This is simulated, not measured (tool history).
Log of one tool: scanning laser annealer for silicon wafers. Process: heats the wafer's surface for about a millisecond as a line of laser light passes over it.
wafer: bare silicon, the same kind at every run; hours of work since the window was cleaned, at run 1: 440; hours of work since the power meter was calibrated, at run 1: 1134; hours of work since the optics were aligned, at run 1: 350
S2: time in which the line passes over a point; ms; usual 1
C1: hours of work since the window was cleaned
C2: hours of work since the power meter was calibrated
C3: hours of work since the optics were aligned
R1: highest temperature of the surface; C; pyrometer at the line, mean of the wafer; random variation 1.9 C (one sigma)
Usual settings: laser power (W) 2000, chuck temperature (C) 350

run 1 hour=0 | laser_power_(W)=2000 S2=1 chuck_temperature_(C)=350 | C1=440 C2=1134 C3=350 | R1=1171
run 2 hour=58.7 | laser_power_(W)=2000 S2=1 chuck_temperature_(C)=350 | C1=478 C2=1173 C3=388 | R1=1169
run 3 hour=147.9 | laser_power_(W)=2000 S2=1 chuck_temperature_(C)=350 | C1=537 C2=1232 C3=447 | R1=1167
run 4 hour=217.8 | laser_power_(W)=2000 S2=1 chuck_temperature_(C)=350 | C1=583 C2=1277 C3=493 | R1=1161
run 5 hour=260.7 | laser_power_(W)=2000 S2=1 chuck_temperature_(C)=350 | C1=611 C2=1306 C3=521 | R1=1160
run 6 hour=307.5 | laser_power_(W)=2000 S2=1 chuck_temperature_(C)=350 | C1=641 C2=1336 C3=551 | R1=1156
run 7 hour=382.2 | laser_power_(W)=2000 S2=1 chuck_temperature_(C)=350 | C1=690 C2=1385 C3=600 | R1=1154
-- hour=388.7 window over the wafer cleaned
run 8 hour=423.6 | laser_power_(W)=2000 S2=1 chuck_temperature_(C)=350 | C1=23 C2=1411 C3=626 | R1=1188
run 9 hour=510.4 | laser_power_(W)=2000 S2=0.99 chuck_temperature_(C)=350 | C1=80 C2=1468 C3=683 | R1=1176
run 10 hour=597.1 | laser_power_(W)=2000 S2=1 chuck_temperature_(C)=350 | C1=137 C2=1525 C3=740 | R1=1181
run 11 hour=641.7 | laser_power_(W)=2000 S2=1 chuck_temperature_(C)=350 | C1=166 C2=1554 C3=769 | R1=1176
run 12 hour=721.9 | laser_power_(W)=2000 S2=1 chuck_temperature_(C)=350 | C1=219 C2=1607 C3=822 | R1=1175
run 13 hour=805.7 | laser_power_(W)=2000 S2=1 chuck_temperature_(C)=350 | C1=274 C2=1662 C3=877 | R1=1171
run 14 hour=885.6 | laser_power_(W)=2000 S2=0.76 chuck_temperature_(C)=335 | C1=326 C2=1714 C3=930 | R1=1049
run 15 hour=943.7 | laser_power_(W)=2000 S2=0.76 chuck_temperature_(C)=335 | C1=364 C2=1753 C3=968 | R1=1044
run 16 hour=997.4 | laser_power_(W)=2000 S2=0.8 chuck_temperature_(C)=334 | C1=400 C2=1788 C3=1003 | R1=1063
run 17 hour=1056.7 | laser_power_(W)=1859 S2=0.8 chuck_temperature_(C)=345 | C1=438 C2=1827 C3=1042 | R1=1013
-- hour=1087.1 optics aligned, line set to its width
run 18 hour=1132.1 | laser_power_(W)=2000 S2=1.13 chuck_temperature_(C)=350 | C1=485 C2=1873 C3=30 | R1=1223
run 19 hour=1171.8 | laser_power_(W)=2000 S2=1 chuck_temperature_(C)=359 | C1=511 C2=1899 C3=56 | R1=1176
run 20 hour=1251.4 | laser_power_(W)=2000 S2=0.91 chuck_temperature_(C)=350 | C1=563 C2=1951 C3=108 | R1=1128
run 21 hour=1334.3 | laser_power_(W)=2000 S2=0.91 chuck_temperature_(C)=350 | C1=617 C2=2006 C3=162 | R1=1122
run 22 hour=1410.5 | laser_power_(W)=2000 S2=1.08 chuck_temperature_(C)=350 | C1=667 C2=2056 C3=212 | R1=1189
-- hour=1450 window over the wafer cleaned
run 23 hour=1462.4 | laser_power_(W)=2000 S2=1.08 chuck_temperature_(C)=350 | C1=8 C2=2088 C3=245 | R1=1219
run 24 hour=1522.1 | laser_power_(W)=1797 S2=1.08 chuck_temperature_(C)=341 | C1=47 C2=2128 C3=284 | R1=1111
run 25 hour=1559.1 | laser_power_(W)=2012 S2=1.11 chuck_temperature_(C)=335 | C1=72 C2=2152 C3=308 | R1=1224
run 26 hour=1599.5 | laser_power_(W)=2119 S2=1 chuck_temperature_(C)=350 | C1=98 C2=2178 C3=335 | R1=1238

Hidden state at the last listed run before each entry between runs and at the first one after, where it differs:
Between runs 7 and 8: window over the wafer cleaned (hour 388.7)
  light that passes the window, % of a clean one's: 96.41 -> 99.8; laser's true power over the reading, %: -0.47 -> -0.49; width of the line over the set one, %: 1.2 -> 1.26
  measured less the result without the state, R1: -44 -> -13 C
Between runs 17 and 18: optics aligned, line set to its width (hour 1087.1)
  light that passes the window, % of a clean one's: 97.71 -> 97.48; laser's true power over the reading, %: -0.67 -> -0.69; width of the line over the set one, %: 2.08 -> 0.2
  measured less the result without the state, R1: -32 -> -33 C
Between runs 22 and 23: window over the wafer cleaned (hour 1450)
  light that passes the window, % of a clean one's: 96.57 -> 99.82; laser's true power over the reading, %: -0.77 -> -0.79; width of the line over the set one, %: 0.54 -> 0.6
  measured less the result without the state, R1: -43 -> -12 C

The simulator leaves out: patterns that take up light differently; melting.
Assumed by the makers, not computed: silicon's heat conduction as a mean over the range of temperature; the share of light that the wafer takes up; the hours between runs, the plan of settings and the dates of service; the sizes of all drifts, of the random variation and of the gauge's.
